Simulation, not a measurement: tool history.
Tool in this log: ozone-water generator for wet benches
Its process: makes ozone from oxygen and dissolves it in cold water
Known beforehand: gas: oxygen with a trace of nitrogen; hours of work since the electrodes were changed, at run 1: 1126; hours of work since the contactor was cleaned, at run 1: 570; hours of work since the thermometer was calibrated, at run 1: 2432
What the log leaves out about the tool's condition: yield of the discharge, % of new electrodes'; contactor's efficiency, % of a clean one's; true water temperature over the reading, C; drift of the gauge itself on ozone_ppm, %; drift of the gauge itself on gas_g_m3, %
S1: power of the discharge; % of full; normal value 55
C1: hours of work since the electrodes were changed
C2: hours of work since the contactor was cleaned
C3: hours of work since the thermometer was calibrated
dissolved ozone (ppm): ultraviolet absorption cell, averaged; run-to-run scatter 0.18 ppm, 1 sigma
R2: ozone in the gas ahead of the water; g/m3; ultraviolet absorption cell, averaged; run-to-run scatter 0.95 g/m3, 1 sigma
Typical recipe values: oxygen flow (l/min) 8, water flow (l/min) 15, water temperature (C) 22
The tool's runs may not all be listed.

run 1 day=0 | S1=55 oxygen_flow_(l/min)=8 water_flow_(l/min)=15 water_temperature_(C)=22 | C1=1126 C2=570 C3=2432 | dissolved_ozone_(ppm)=23.7 R2=160.8
run 2 day=1.188 | S1=55 oxygen_flow_(l/min)=8 water_flow_(l/min)=15 water_temperature_(C)=22 | C1=1148 C2=592 C3=2455 | dissolved_ozone_(ppm)=24 R2=160.7
run 3 day=2.342 | S1=45 oxygen_flow_(l/min)=8 water_flow_(l/min)=15 water_temperature_(C)=22 | C1=1170 C2=614 C3=2477 | dissolved_ozone_(ppm)=21.2 R2=141.4
run 4 day=3.396 | S1=55 oxygen_flow_(l/min)=8 water_flow_(l/min)=15 water_temperature_(C)=22 | C1=1190 C2=634 C3=2496 | dissolved_ozone_(ppm)=23.9 R2=161.1
run 5 day=4.996 | S1=55 oxygen_flow_(l/min)=8 water_flow_(l/min)=15 water_temperature_(C)=22 | C1=1220 C2=664 C3=2527 | dissolved_ozone_(ppm)=23.8 R2=156.9
run 6 day=6.15 | S1=55 oxygen_flow_(l/min)=8 water_flow_(l/min)=15 water_temperature_(C)=22 | C1=1242 C2=685 C3=2548 | dissolved_ozone_(ppm)=23.9 R2=160.6
run 7 day=8.521 | S1=55 oxygen_flow_(l/min)=8 water_flow_(l/min)=15 water_temperature_(C)=22 | C1=1287 C2=730 C3=2593 | dissolved_ozone_(ppm)=23.8 R2=159.8
run 8 day=10.012 | S1=55 oxygen_flow_(l/min)=8 water_flow_(l/min)=18 water_temperature_(C)=22 | C1=1315 C2=758 C3=2621 | dissolved_ozone_(ppm)=21.3 R2=159.8
run 9 day=11.875 | S1=55 oxygen_flow_(l/min)=8 water_flow_(l/min)=18 water_temperature_(C)=22 | C1=1350 C2=793 C3=2656 | dissolved_ozone_(ppm)=21.4 R2=159.3
run 10 day=13.592 | S1=55 oxygen_flow_(l/min)=8 water_flow_(l/min)=18 water_temperature_(C)=22 | C1=1382 C2=826 C3=2688 | dissolved_ozone_(ppm)=21.4 R2=160.5
run 11 day=15.688 | S1=55 oxygen_flow_(l/min)=8 water_flow_(l/min)=12 water_temperature_(C)=22 | C1=1422 C2=865 C3=2728 | dissolved_ozone_(ppm)=27.1 R2=160.5
run 12 day=17.171 | S1=55 oxygen_flow_(l/min)=8 water_flow_(l/min)=12 water_temperature_(C)=22 | C1=1450 C2=893 C3=2756 | dissolved_ozone_(ppm)=26.6 R2=159.2
run 13 day=18.817 | S1=55 oxygen_flow_(l/min)=8 water_flow_(l/min)=15 water_temperature_(C)=22 | C1=1481 C2=924 C3=2787 | dissolved_ozone_(ppm)=23.8 R2=157.9
run 14 day=20.388 | S1=55 oxygen_flow_(l/min)=8 water_flow_(l/min)=15 water_temperature_(C)=22 | C1=1510 C2=954 C3=2816 | dissolved_ozone_(ppm)=24 R2=158.9
run 15 day=22.629 | S1=63 oxygen_flow_(l/min)=8 water_flow_(l/min)=15 water_temperature_(C)=18 | C1=1552 C2=996 C3=2859 | dissolved_ozone_(ppm)=27.9 R2=169.5
run 16 day=23.821 | S1=55 oxygen_flow_(l/min)=12.18 water_flow_(l/min)=22 water_temperature_(C)=21 | C1=1575 C2=1018 C3=2881 | dissolved_ozone_(ppm)=16.6 R2=117.2
run 17 day=25.592 | S1=43 oxygen_flow_(l/min)=7.09 water_flow_(l/min)=10 water_temperature_(C)=18 | C1=1608 C2=1052 C3=2915 | dissolved_ozone_(ppm)=28.8 R2=151.1
run 18 day=26.562 | S1=55 oxygen_flow_(l/min)=8 water_flow_(l/min)=15 water_temperature_(C)=16 | C1=1626 C2=1070 C3=2933 | dissolved_ozone_(ppm)=27 R2=161.6
run 19 day=28.238 | S1=88 oxygen_flow_(l/min)=8 water_flow_(l/min)=15 water_temperature_(C)=16 | C1=1658 C2=1102 C3=2964 | dissolved_ozone_(ppm)=34.6 R2=206.3
run 20 day=29.312 | S1=88 oxygen_flow_(l/min)=8 water_flow_(l/min)=15 water_temperature_(C)=19 | C1=1678 C2=1122 C3=2985 | dissolved_ozone_(ppm)=32.4 R2=205.3
run 21 day=31.283 | S1=89 oxygen_flow_(l/min)=7.92 water_flow_(l/min)=20 water_temperature_(C)=14 | C1=1715 C2=1159 C3=3022 | dissolved_ozone_(ppm)=29.8 R2=208.8
run 22 day=32.512 | S1=68 oxygen_flow_(l/min)=9.38 water_flow_(l/min)=16 water_temperature_(C)=17 | C1=1739 C2=1182 C3=3045 | dissolved_ozone_(ppm)=26.9 R2=159.1
run 23 day=34.471 | S1=68 oxygen_flow_(l/min)=9.38 water_flow_(l/min)=16 water_temperature_(C)=17 | C1=1775 C2=1219 C3=3082 | dissolved_ozone_(ppm)=26.9 R2=159
run 24 day=35.429 | S1=59 oxygen_flow_(l/min)=4.61 water_flow_(l/min)=22 water_temperature_(C)=15 | C1=1794 C2=1237 C3=3100 | dissolved_ozone_(ppm)=23.5 R2=243.3
run 25 day=36.862 | S1=75 oxygen_flow_(l/min)=13.43 water_flow_(l/min)=15 water_temperature_(C)=18 | C1=1820 C2=1264 C3=3127 | dissolved_ozone_(ppm)=25 R2=131.2
run 26 day=38.9 | S1=75 oxygen_flow_(l/min)=13.43 water_flow_(l/min)=15 water_temperature_(C)=18 | C1=1859 C2=1302 C3=3165 | dissolved_ozone_(ppm)=25.1 R2=130.4

Branching from run 26: 4 alternative next runs. What would each branch give?
run A day=40.283 | S1=64 oxygen_flow_(l/min)=13.43 water_flow_(l/min)=14 water_temperature_(C)=18 | C1=1885 C2=1329 C3=3191 | dissolved_ozone_(ppm)=? R2=?
run B day=40.283 | S1=55 oxygen_flow_(l/min)=10.14 water_flow_(l/min)=15 water_temperature_(C)=22 | C1=1885 C2=1329 C3=3191 | dissolved_ozone_(ppm)=? R2=?
run C day=40.283 | S1=75 oxygen_flow_(l/min)=10.34 water_flow_(l/min)=17 water_temperature_(C)=24 | C1=1885 C2=1329 C3=3191 | dissolved_ozone_(ppm)=? R2=?
run D day=40.283 | S1=98 oxygen_flow_(l/min)=13.76 water_flow_(l/min)=15 water_temperature_(C)=18 | C1=1885 C2=1329 C3=3191 | dissolved_ozone_(ppm)=? R2=?

run=A dissolved_ozone_(ppm)=23.9 R2=119.8
run=B dissolved_ozone_(ppm)=21.8 R2=133.8
run=C dissolved_ozone_(ppm)=22.7 R2=158.2
run=D dissolved_ozone_(ppm)=28.6 R2=149.3
Had the tool no hidden state, the same runs would have come out as:
run=A dissolved_ozone_(ppm)=24.8 R2=122.8
run=B dissolved_ozone_(ppm)=22.5 R2=136.8
run=C dissolved_ozone_(ppm)=23.6 R2=162.4
run=D dissolved_ozone_(ppm)=29.8 R2=153.9
